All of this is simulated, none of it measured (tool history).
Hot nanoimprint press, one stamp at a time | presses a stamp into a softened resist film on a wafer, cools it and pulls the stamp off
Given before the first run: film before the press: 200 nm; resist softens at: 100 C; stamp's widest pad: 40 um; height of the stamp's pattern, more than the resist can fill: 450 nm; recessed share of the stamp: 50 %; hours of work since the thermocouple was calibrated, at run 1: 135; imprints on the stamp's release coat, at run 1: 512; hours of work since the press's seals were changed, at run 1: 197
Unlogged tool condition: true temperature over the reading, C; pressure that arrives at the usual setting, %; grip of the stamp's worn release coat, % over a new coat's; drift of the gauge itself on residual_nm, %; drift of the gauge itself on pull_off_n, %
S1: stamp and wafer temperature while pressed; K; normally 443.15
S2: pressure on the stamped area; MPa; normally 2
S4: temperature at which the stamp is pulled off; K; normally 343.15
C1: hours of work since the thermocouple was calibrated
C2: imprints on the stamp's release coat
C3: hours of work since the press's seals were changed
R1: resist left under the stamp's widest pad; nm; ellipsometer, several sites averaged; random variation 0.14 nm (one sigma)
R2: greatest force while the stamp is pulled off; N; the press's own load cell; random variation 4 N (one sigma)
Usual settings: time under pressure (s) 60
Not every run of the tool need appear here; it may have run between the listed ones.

Run 1, hour 0: usual settings; C1 135; C2 512; C3 197. Result: R1 93.1 nm, R2 195 N.
Run 2, hour 26.7: usual settings; C1 146; C2 572; C3 208. Result: R1 93.2 nm, R2 187 N.
Run 3, hour 42.3: usual settings; C1 152; C2 608; C3 214. Result: R1 93.2 nm, R2 195 N.
Run 4, hour 69.8: usual settings; C1 163; C2 670; C3 225. Result: R1 93.4 nm, R2 192 N.
Run 5, hour 88.5: usual settings; C1 171; C2 713; C3 233. Result: R1 93.2 nm, R2 199 N.
Run 6, hour 116.7: usual settings; C1 182; C2 777; C3 244. Result: R1 93 nm, R2 192 N.
Run 7, hour 144.6: usual settings but S1 439.15 K; C1 194; C2 841; C3 255. Result: R1 115.5 nm, R2 191 N.
Run 8, hour 175.3: usual settings but S1 439.15 K; C1 206; C2 911; C3 268. Result: R1 115.7 nm, R2 196 N.
Run 9, hour 201.4: usual settings but S1 439.15 K; C1 216; C2 970; C3 278. Result: R1 115.2 nm, R2 195 N.
Run 10, hour 231.3: usual settings but S1 439.15 K; C1 228; C2 1038; C3 290. Result: R1 115.2 nm, R2 185 N.
Run 11, hour 263.1: usual settings but S1 439.15 K; C1 241; C2 1110; C3 303. Result: R1 115.5 nm, R2 192 N.
Run 12, hour 284.3: usual settings; C1 250; C2 1159; C3 311. Result: R1 92.9 nm, R2 195 N.
At hour 296.7: plate thermocouple calibrated.
Run 13, hour 317.1: usual settings but S4 342.15 K; C1 8; C2 1226; C3 323. Result: R1 93.2 nm, R2 194 N.
Run 14, hour 344.2: usual settings but S2 1.33 MPa, S4 342.15 K; C1 19; C2 1288; C3 334. Result: R1 108.8 nm, R2 193 N.
Run 15, hour 366.1: usual settings but S2 1.33 MPa, S4 342.15 K; C1 28; C2 1338; C3 343. Result: R1 109.1 nm, R2 201 N.
Run 16, hour 381.7: usual settings but S2 2.24 MPa, S4 337.15 K; C1 34; C2 1374; C3 350. Result: R1 89 nm, R2 203 N.
Run 17, hour 415.2: usual settings but S1 434.15 K, S2 3 MPa, time under pressure (s) 30, S4 328.15 K; C1 48; C2 1450; C3 363. Result: R1 154.1 nm, R2 214 N.
Run 18, hour 431.7: usual settings but S1 438.15 K, S2 1.89 MPa, time under pressure (s) 95, S4 347.15 K; C1 54; C2 1487; C3 370. Result: R1 106.4 nm, R2 190 N.
Run 19, hour 459: usual settings but S2 2.48 MPa, time under pressure (s) 40; C1 65; C2 1549; C3 381. Result: R1 99.7 nm, R2 198 N.
Run 20, hour 472.6: usual settings but S2 2.48 MPa, time under pressure (s) 40; C1 71; C2 1580; C3 386. Result: R1 99.7 nm, R2 197 N.
Run 21, hour 495.7: usual settings but S2 1.44 MPa; C1 80; C2 1633; C3 395. Result: R1 106 nm, R2 195 N.
Run 22, hour 529.4: usual settings but S2 1.44 MPa, time under pressure (s) 52, S4 346.15 K; C1 94; C2 1709; C3 409. Result: R1 111 nm, R2 190 N.
Run 23, hour 555.2: usual settings but S2 1.44 MPa, time under pressure (s) 52, S4 333.15 K; C1 104; C2 1768; C3 419. Result: R1 111.4 nm, R2 199 N.
Run 24, hour 578.6: usual settings but S2 1.44 MPa, time under pressure (s) 52, S4 333.15 K; C1 114; C2 1822; C3 429. Result: R1 111 nm, R2 207 N.
Run 25, hour 601: usual settings but S2 1.44 MPa, time under pressure (s) 52, S4 333.15 K; C1 123; C2 1873; C3 438. Result: R1 111.3 nm, R2 212 N.
Run 26, hour 624.9: usual settings but S2 1.44 MPa, time under pressure (s) 52, S4 333.15 K; C1 132; C2 1927; C3 447. Result: R1 110.9 nm, R2 213 N.
Run 27, hour 639: usual settings but S2 2.19 MPa, S4 329.15 K; C1 138; C2 1959; C3 453. Result: R1 90 nm, R2 213 N.
Run 28, hour 654.4: usual settings but S1 447.15 K, S2 2.04 MPa, time under pressure (s) 71; C1 144; C2 1994; C3 459. Result: R1 68.1 nm, R2 196 N.
Run 29, hour 682.3: usual settings but S1 451.15 K, S2 2.71 MPa, time under pressure (s) 119; C1 155; C2 2058; C3 471. Result: R1 36.6 nm, R2 198 N.
Run 30, hour 697.8: usual settings but S1 451.15 K, S2 2.71 MPa, time under pressure (s) 119, S4 336.15 K; C1 162; C2 2093; C3 477. Result: R1 36.6 nm, R2 206 N.

Entry by entry between the runs, the difference in hidden state between the last listed run before and the first listed run after:
Run 12 -> run 13: plate thermocouple calibrated (hour 296.7)
  true temperature over the reading, C: 0.01 -> -0.01; pressure that arrives at the usual setting, %: 99.94 -> 99.93
